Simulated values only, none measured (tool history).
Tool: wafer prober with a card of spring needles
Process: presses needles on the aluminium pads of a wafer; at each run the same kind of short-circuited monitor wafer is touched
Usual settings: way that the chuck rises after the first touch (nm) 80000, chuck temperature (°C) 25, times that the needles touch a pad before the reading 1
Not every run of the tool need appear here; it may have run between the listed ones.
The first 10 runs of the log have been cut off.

| run | hour | way that the chuck rises after the first touch (nm) | chuck temperature (°C) | times that the needles touch a pad before the reading | touches since the tips were cleaned | cleanings since the card got new needles | touches since the first contact's height was set | resistance of one needle with its contact and lead (mohm) | way that a needle slides on the pad (nm) |
|---|---|---|---|---|---|---|---|---|---|
|  | 150.1 | tips cleaned on abrasive film |
| 11 | 155.6 | 80000 | 25 | 1 | 961 | 25 | 22259 | 247 | 14770 |
|  | 166.5 | tips cleaned on abrasive film |
| 12 | 174.9 | 80000 | 25 | 1 | 1484 | 26 | 25641 | 252 | 14790 |
|  | 184.1 | tips cleaned on abrasive film |
| 13 | 193.1 | 80000 | 25 | 1 | 1584 | 27 | 28819 | 254 | 14780 |
|  | 201.5 | tips cleaned on abrasive film |
| 14 | 207.2 | 80000 | 25 | 1 | 1002 | 28 | 31272 | 253 | 14730 |
|  | 218.4 | tips cleaned on abrasive film |
| 15 | 230.2 | 80000 | 25 | 1 | 2063 | 29 | 35281 | 249 | 14780 |
|  | 236.5 | tips cleaned on abrasive film |
| 16 | 243.4 | 80000 | 25 | 1 | 1216 | 30 | 37591 | 252 | 14730 |
|  | 253.4 | tips cleaned on abrasive film |
| 17 | 263.4 | 80000 | 25 | 1 | 1751 | 31 | 41077 | 252 | 14710 |
|  | 271.1 | tips cleaned on abrasive film |
| 18 | 276 | 80000 | 25 | 1 | 857 | 32 | 43279 | 250 | 14650 |
| 19 | 287.3 | 71000 | 76 | 3 | 2830 | 32 | 45252 | 270 | 13030 |
|  | 289 | tips cleaned on abrasive film |
| 20 | 305.2 | 80000 | 37 | 3 | 2842 | 33 | 48387 | 255 | 14690 |
|  | 306.7 | tips cleaned on abrasive film |
| 21 | 322.8 | 80000 | 37 | 3 | 2830 | 34 | 51453 | 254 | 14660 |
|  | 323.8 | tips cleaned on abrasive film |
| 22 | 334.2 | 80000 | 61 | 1 | 1815 | 35 | 53432 | 263 | 14680 |
|  | 341.2 | tips cleaned on abrasive film |
| 23 | 344.1 | 80000 | 61 | 1 | 513 | 36 | 55156 | 261 | 14660 |
|  | 359 | tips cleaned on abrasive film |
| 24 | 363.9 | 80000 | 56 | 1 | 866 | 37 | 58615 | 259 | 14680 |
|  | 375.2 | height of the first contact set anew |
|  | 377.2 | tips cleaned on abrasive film |
| 25 | 380.7 | 80000 | 56 | 1 | 627 | 38 | 959 | 258 | 14640 |
| 26 | 391.8 | 80000 | 52 | 1 | 2566 | 38 | 2898 | 256 | 14620 |
|  | 393.6 | tips cleaned on abrasive film |
|  | 411 | tips cleaned on abrasive film |
| 27 | 411.5 | 80000 | 52 | 1 | 83 | 40 | 6320 | 259 | 14680 |
| 28 | 421.5 | 80000 | 25 | 1 | 1834 | 40 | 8071 | 254 | 14620 |
|  | 428.5 | tips cleaned on abrasive film |
| 29 | 436.3 | 80000 | 25 | 1 | 1363 | 41 | 10650 | 250 | 14570 |
|  | 444.9 | tips cleaned on abrasive film |
| 30 | 447.3 | 80000 | 25 | 1 | 423 | 42 | 12573 | 248 | 14610 |
| 31 | 457.8 | 80000 | 25 | 1 | 2259 | 42 | 14409 | 249 | 14630 |
|  | 462.2 | tips cleaned on abrasive film |
| 32 | 469.1 | 86000 | 25 | 1 | 1215 | 43 | 16377 | 246 | 15650 |

Alternative continuations, all from the tool just after run 32; predict every row:
|  | 479.8 | tips cleaned on abrasive film |
| A | 483.9 | 68000 | 25 | 3 | 719 | 44 | 18964 | ? | ? |
|  | 479.8 | tips cleaned on abrasive film |
| B | 483.9 | 94000 | 125 | 1 | 719 | 44 | 18964 | ? | ? |
|  | 479.8 | tips cleaned on abrasive film |
| C | 483.9 | 82000 | 61 | 1 | 719 | 44 | 18964 | ? | ? |
|  | 479.8 | tips cleaned on abrasive film |
| D | 483.9 | 94000 | 25 | 1 | 719 | 44 | 18964 | ? | ? |

| run | resistance of one needle with its contact and lead (mohm) | way that a needle slides on the pad (nm) |
|---|---|---|
| A | 253 | 12370 |
| B | 278 | 17110 |
| C | 257 | 14950 |
| D | 247 | 17110 |
Without the tool's unlogged condition, the same runs would have read:
| run | resistance of one needle with its contact and lead (mohm) | way that a needle slides on the pad (nm) |
|---|---|---|
| A | 252 | 12620 |
| B | 278 | 17460 |
| C | 256 | 15260 |
| D | 247 | 17460 |
